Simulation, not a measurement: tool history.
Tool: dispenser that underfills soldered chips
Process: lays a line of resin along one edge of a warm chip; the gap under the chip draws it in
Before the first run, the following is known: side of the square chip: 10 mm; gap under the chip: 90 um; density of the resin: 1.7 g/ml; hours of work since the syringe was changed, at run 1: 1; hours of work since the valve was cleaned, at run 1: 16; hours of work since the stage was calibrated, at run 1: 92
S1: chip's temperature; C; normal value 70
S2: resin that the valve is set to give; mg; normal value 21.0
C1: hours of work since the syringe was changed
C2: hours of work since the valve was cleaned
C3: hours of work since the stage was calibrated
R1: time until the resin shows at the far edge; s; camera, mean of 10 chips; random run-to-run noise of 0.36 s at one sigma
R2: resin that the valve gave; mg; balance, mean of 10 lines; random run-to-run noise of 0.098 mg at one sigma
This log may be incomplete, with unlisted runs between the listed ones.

run 1 day=0.000 | S1=70 S2=21.0 | C1=1 C2=16 C3=92 | R1=21.1 R2=20.70
run 2 day=0.117 | S1=70 S2=21.0 | C1=4 C2=18 C3=94 | R1=23.4 R2=20.89
run 3 day=0.304 | S1=70 S2=21.0 | C1=7 C2=21 C3=97 | R1=26.0 R2=20.68
run 4 day=0.462 | S1=70 S2=18.3 | C1=10 C2=24 C3=100 | R1=31.3 R2=18.12
-- day=0.558 new syringe of resin
run 5 day=0.642 | S1=70 S2=21.0 | C1=1 C2=27 C3=103 | R1=20.3 R2=20.59
run 6 day=0.812 | S1=70 S2=21.0 | C1=5 C2=30 C3=107 | R1=23.5 R2=20.52
run 7 day=0.967 | S1=70 S2=21.0 | C1=7 C2=33 C3=109 | R1=26.8 R2=20.56
run 8 day=1.158 | S1=70 S2=21.0 | C1=11 C2=37 C3=113 | R1=31.4 R2=20.59
-- day=1.188 new syringe of resin
run 9 day=1.275 | S1=70 S2=21.0 | C1=2 C2=39 C3=115 | R1=21.6 R2=20.64
run 10 day=1.362 | S1=70 S2=21.0 | C1=3 C2=40 C3=117 | R1=22.2 R2=20.42
run 11 day=1.446 | S1=70 S2=21.0 | C1=5 C2=42 C3=118 | R1=24.0 R2=20.57
run 12 day=1.592 | S1=70 S2=21.0 | C1=7 C2=45 C3=121 | R1=27.3 R2=20.49
run 13 day=1.792 | S1=70 S2=21.0 | C1=11 C2=48 C3=124 | R1=31.1 R2=20.67
-- day=1.817 new syringe of resin
run 14 day=1.962 | S1=70 S2=21.0 | C1=3 C2=51 C3=127 | R1=22.1 R2=20.48
run 15 day=2.121 | S1=70 S2=21.0 | C1=6 C2=54 C3=130 | R1=24.5 R2=20.33
run 16 day=2.296 | S1=74 S2=19.0 | C1=9 C2=57 C3=134 | R1=24.9 R2=18.29
-- day=2.446 new syringe of resin
run 17 day=2.504 | S1=57 S2=21.2 | C1=1 C2=61 C3=137 | R1=41.6 R2=20.57
run 18 day=2.596 | S1=70 S2=24.5 | C1=3 C2=63 C3=139 | R1=21.7 R2=23.69
run 19 day=2.742 | S1=55 S2=24.5 | C1=5 C2=65 C3=141 | R1=55.4 R2=23.63
run 20 day=2.888 | S1=55 S2=24.5 | C1=8 C2=68 C3=144 | R1=61.7 R2=23.84
-- day=3.071 new syringe of resin
run 21 day=3.071 | S1=55 S2=24.5 | C1=0 C2=71 C3=147 | R1=43.4 R2=23.76
run 22 day=3.192 | S1=55 S2=24.5 | C1=2 C2=73 C3=150 | R1=47.8 R2=23.48
run 23 day=3.362 | S1=79 S2=22.0 | C1=5 C2=76 C3=153 | R1=16.1 R2=21.21

Some steps in R1, run to run, broken into two amounts with sign: the step expected even without the hidden condition (settings, incoming material, random variation), and the rest, left for the hidden condition together with whatever gauge scatter is not in both the measured and the hidden-condition-free result:
Hidden conditions of the tool in this case: resin's viscosity, % of fresh resin's; dose that the valve gives, % of what is set; true chip temperature over the reading, C; drift of the gauge itself on fill_s, %; drift of the gauge itself on given_mg, %.
Run 8 -> 9: new syringe of resin. R1 -9.8 s: hidden state -10.0, all else +0.2.
Run 18 -> 19: S1 70 -> 55. R1 +33.7 s: hidden state +10.0, all else +23.7.
Run 20 -> 21: new syringe of resin. R1 -18.3 s: hidden state -18.0, all else -0.3.
Run 22 -> 23: S1 55 -> 79, S2 24.5 -> 22.0. R1 -31.7 s: hidden state -2.2, all else -29.5.

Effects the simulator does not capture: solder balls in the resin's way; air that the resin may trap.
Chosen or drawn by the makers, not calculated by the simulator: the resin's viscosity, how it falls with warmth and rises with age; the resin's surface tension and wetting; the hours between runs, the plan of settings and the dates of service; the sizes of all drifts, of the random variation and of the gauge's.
